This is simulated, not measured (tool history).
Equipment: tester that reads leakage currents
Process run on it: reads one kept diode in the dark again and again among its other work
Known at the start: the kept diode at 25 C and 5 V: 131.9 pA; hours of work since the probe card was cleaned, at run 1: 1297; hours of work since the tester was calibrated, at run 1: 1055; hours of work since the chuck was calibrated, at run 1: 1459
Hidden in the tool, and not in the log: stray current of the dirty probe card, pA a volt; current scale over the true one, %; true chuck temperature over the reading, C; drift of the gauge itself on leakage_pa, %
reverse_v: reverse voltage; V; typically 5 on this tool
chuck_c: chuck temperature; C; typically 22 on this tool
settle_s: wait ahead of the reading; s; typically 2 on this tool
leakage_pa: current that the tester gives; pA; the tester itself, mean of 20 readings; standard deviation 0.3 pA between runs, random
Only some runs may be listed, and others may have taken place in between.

run,hour,reverse_v,chuck_c,settle_s,hours of work since the probe card was cleaned,hours of work since the tester was calibrated,hours of work since the chuck was calibrated,leakage_pa
1,0,5,22,2,1297,1055,1459,99.91
2,67.8,5,22,2,1333,1091,1494,99.51
3,149.7,5,22,0.46,1376,1135,1538,100.59
4,201.9,5,22,2.99,1404,1162,1565,100.32
5,248.8,5,22,2.99,1429,1187,1590,99.72
6,324.2,5,22,2.99,1469,1227,1630,100.13
7,371.8,5,22,2.99,1494,1252,1655,100.35
8,438.2,5,43,2,1529,1287,1690,609.64
9,520.8,5,22,2,1572,1331,1734,100.38
# hour 575.7: chuck's temperature calibrated
10,632.6,5,51,2,1630,1389,30,1119.52
11,743.3,5,22,2,1689,1447,89,96.69
12,828,5,22,2,1734,1492,133,96.51
13,891.4,5,22,2,1767,1525,167,96.81
# hour 932.1: chuck's temperature calibrated, once more
14,975.1,5,22,2,1810,1568,23,106.89
15,1085,2.37,22,2,1868,1626,81,71.98
# hour 1103.6: probe card cleaned and baked
16,1172.9,2.37,22,2,37,1671,126,67.36
17,1283.1,5,22,2,95,1730,184,97.33
18,1341.8,5,22,2,126,1760,215,97.32
19,1424.3,5,22,2,169,1804,258,97.52
20,1509.4,5,22,2,214,1849,303,97.9
21,1576.7,5,22,2,250,1885,339,97.77
22,1682.2,6.44,22,0.44,306,1940,395,112.06
23,1778.7,6.44,22,0.44,357,1991,446,111.62
24,1842.3,1.65,58,3.24,390,2025,479,1177.82
25,1940.8,1.65,35,0.44,442,2077,531,180.91
# hour 2008: tester calibrated
26,2050.1,1.28,52,2.72,499,22,588,654.59
27,2134.9,6.06,30,0.51,544,67,633,225.73
28,2225.5,14.61,32,2,592,115,681,415.83
29,2287.2,14.61,32,2,624,147,713,417.16
30,2351.6,14.61,32,2,658,181,747,417.23
31,2429.7,2.57,44,2,699,223,788,481.58
32,2508.3,2.57,44,2,741,264,830,481.91
33,2577.3,2.57,44,2,777,301,866,484.08
34,2652.8,2.57,44,4.4,817,341,906,479.63
35,2761.2,2.57,44,4.4,875,398,963,479.18
36,2825.4,4.31,35,0.38,908,432,997,291.18
37,2911,1.89,27,7.08,954,477,1043,94.68
38,2965.4,1.38,45,3.66,982,506,1071,377.83
39,3032.6,7.1,45,3.66,1018,541,1107,858.15

For each run, the measured value with the value that run would have given without the tool's hidden condition subtracted. The run-to-run variation is shared by both, the gauge scatter possibly not:
run,leakage_pa
1,+0.22
2,+0.19
3,+0.21
4,+0.21
5,+0.22
6,+0.22
7,+0.22
8,-34.36
9,+0.22
10,-110.21
11,-3.23
12,-3.2
13,-3.21
14,+7.06
15,+2.87
16,-1.58
17,-2.2
18,-2.18
19,-2.18
20,-2.19
21,-2.16
22,-2.23
23,-2.16
24,-43.72
25,-7.23
26,-19.84
27,-4.97
28,-7.2
29,-7.44
30,-7.59
31,-18.58
32,-19.45
33,-20.39
34,-21.01
35,-22.18
36,-11.98
37,-3.84
38,-19.85
39,-41.81

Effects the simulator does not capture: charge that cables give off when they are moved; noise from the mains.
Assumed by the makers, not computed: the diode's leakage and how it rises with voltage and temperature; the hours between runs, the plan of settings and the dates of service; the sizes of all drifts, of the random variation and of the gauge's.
